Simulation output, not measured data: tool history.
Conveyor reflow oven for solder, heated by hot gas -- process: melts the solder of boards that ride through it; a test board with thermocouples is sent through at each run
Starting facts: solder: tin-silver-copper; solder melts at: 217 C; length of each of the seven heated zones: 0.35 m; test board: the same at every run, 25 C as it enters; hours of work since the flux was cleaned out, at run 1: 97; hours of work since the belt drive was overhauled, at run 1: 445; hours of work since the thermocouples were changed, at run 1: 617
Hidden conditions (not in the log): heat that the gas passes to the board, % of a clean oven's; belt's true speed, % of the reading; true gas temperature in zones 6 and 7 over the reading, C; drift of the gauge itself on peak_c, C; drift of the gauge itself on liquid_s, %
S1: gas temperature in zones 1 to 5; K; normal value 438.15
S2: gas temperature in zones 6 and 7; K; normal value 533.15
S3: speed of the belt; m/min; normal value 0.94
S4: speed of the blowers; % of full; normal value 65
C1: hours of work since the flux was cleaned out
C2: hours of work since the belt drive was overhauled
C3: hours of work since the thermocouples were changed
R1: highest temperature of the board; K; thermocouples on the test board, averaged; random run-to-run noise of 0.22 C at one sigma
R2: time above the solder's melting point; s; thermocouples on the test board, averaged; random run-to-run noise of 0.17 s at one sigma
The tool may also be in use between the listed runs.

run 1 hour=0 | S1=438.15 S2=533.15 S3=0.94 S4=65 | C1=97 C2=445 C3=617 | R1=510.05 R2=22.5
run 2 hour=23.4 | S1=438.15 S2=533.15 S3=0.94 S4=65 | C1=113 C2=461 C3=633 | R1=509.45 R2=22.4
run 3 hour=44.4 | S1=438.15 S2=533.15 S3=0.94 S4=65 | C1=127 C2=475 C3=647 | R1=508.85 R2=22.4
run 4 hour=64.3 | S1=438.15 S2=533.15 S3=0.94 S4=58 | C1=140 C2=488 C3=660 | R1=507.65 R2=20.1
-- hour=73.3 thermocouples of zones 6 and 7 changed
run 5 hour=78.3 | S1=438.15 S2=533.15 S3=0.94 S4=58 | C1=148 C2=496 C3=3 | R1=509.45 R2=21.3
run 6 hour=90.1 | S1=438.15 S2=533.15 S3=0.94 S4=58 | C1=156 C2=504 C3=11 | R1=508.95 R2=21.4
run 7 hour=101.7 | S1=438.15 S2=533.15 S3=0.94 S4=58 | C1=163 C2=511 C3=19 | R1=508.75 R2=21.2
run 8 hour=125.8 | S1=438.15 S2=533.15 S3=0.94 S4=58 | C1=179 C2=527 C3=35 | R1=508.35 R2=21
-- hour=156 flux residue cleaned out of gas plates and filters
run 9 hour=156.8 | S1=438.15 S2=538.15 S3=0.94 S4=65 | C1=1 C2=545 C3=52 | R1=517.25 R2=27.1
run 10 hour=183.2 | S1=438.15 S2=533.15 S3=0.94 S4=66 | C1=18 C2=562 C3=70 | R1=512.65 R2=24.9
run 11 hour=206 | S1=438.15 S2=525.15 S3=0.94 S4=65 | C1=33 C2=577 C3=85 | R1=505.65 R2=19.5
run 12 hour=228 | S1=438.15 S2=525.15 S3=0.94 S4=65 | C1=48 C2=592 C3=99 | R1=505.85 R2=19.6
run 13 hour=245.3 | S1=438.15 S2=525.15 S3=0.94 S4=65 | C1=59 C2=603 C3=111 | R1=505.25 R2=19.4
run 14 hour=257.6 | S1=438.15 S2=525.15 S3=0.94 S4=65 | C1=67 C2=611 C3=119 | R1=505.25 R2=19.4
run 15 hour=274.8 | S1=435.15 S2=535.15 S3=1.04 S4=59 | C1=79 C2=623 C3=130 | R1=506.65 R2=17.1
run 16 hour=291.1 | S1=435.15 S2=535.15 S3=0.773 S4=82 | C1=90 C2=634 C3=141 | R1=522.25 R2=38.1
run 17 hour=309.7 | S1=435.15 S2=535.15 S3=0.773 S4=82 | C1=102 C2=646 C3=154 | R1=522.25 R2=37.7
run 18 hour=327 | S1=435.15 S2=535.15 S3=0.773 S4=82 | C1=113 C2=657 C3=165 | R1=521.85 R2=37.5
run 19 hour=342 | S1=432.15 S2=533.15 S3=0.773 S4=78 | C1=123 C2=667 C3=175 | R1=519.15 R2=35.2
run 20 hour=364.6 | S1=438.15 S2=522.15 S3=0.76 S4=65 | C1=138 C2=682 C3=190 | R1=508.15 R2=28.8
run 21 hour=389.5 | S1=438.15 S2=533.15 S3=0.928 S4=65 | C1=155 C2=699 C3=207 | R1=511.15 R2=23.9
run 22 hour=413.6 | S1=438.15 S2=533.15 S3=0.874 S4=52 | C1=171 C2=715 C3=223 | R1=509.35 R2=23.7
run 23 hour=429.2 | S1=436.15 S2=533.15 S3=0.874 S4=52 | C1=181 C2=725 C3=233 | R1=508.65 R2=22.7
-- hour=456.5 flux residue cleaned out of gas plates and filters
run 24 hour=460.1 | S1=433.15 S2=533.15 S3=0.874 S4=52 | C1=2 C2=742 C3=250 | R1=510.55 R2=23.8
run 25 hour=472.1 | S1=433.15 S2=533.15 S3=0.874 S4=52 | C1=10 C2=750 C3=258 | R1=509.95 R2=23.7
run 26 hour=483.9 | S1=433.15 S2=532.15 S3=0.874 S4=50 | C1=18 C2=758 C3=266 | R1=508.65 R2=22.3
run 27 hour=507.8 | S1=433.15 S2=532.15 S3=0.874 S4=50 | C1=34 C2=774 C3=282 | R1=508.15 R2=21.8
run 28 hour=531.7 | S1=433.15 S2=532.15 S3=0.874 S4=50 | C1=50 C2=790 C3=298 | R1=507.85 R2=21.8

Table of differences, measured result less the result of that run with no hidden state. Run-to-run variation is the same in both. Gauge scatter possibly is not:
run=1 R1=-2.8 R2=-1.8
run=2 R1=-3 R2=-1.9
run=3 R1=-3.1 R2=-2.1
run=4 R1=-3.2 R2=-2.3
run=5 R1=-1.6 R2=-1.1
run=6 R1=-1.7 R2=-1.2
run=7 R1=-1.8 R2=-1.4
run=8 R1=-2 R2=-1.6
run=9 R1=+0.2 R2=+0.5
run=10 R1=-0.1 R2=+0.2
run=11 R1=-0.3 R2=+0
run=12 R1=-0.5 R2=-0.2
run=13 R1=-0.7 R2=-0.3
run=14 R1=-0.8 R2=-0.5
run=15 R1=-1 R2=-0.6
run=16 R1=-1.1 R2=-0.2
run=17 R1=-1.2 R2=-0.3
run=18 R1=-1.4 R2=-0.5
run=19 R1=-1.6 R2=-0.7
run=20 R1=-1.4 R2=-1.2
run=21 R1=-2 R2=-1.3
run=22 R1=-2 R2=-1.4
run=23 R1=-2.2 R2=-1.6
run=24 R1=-0.1 R2=+0.5
run=25 R1=-0.2 R2=+0.4
run=26 R1=-0.3 R2=+0.2
run=27 R1=-0.5 R2=+0.1
run=28 R1=-0.6 R2=-0.1
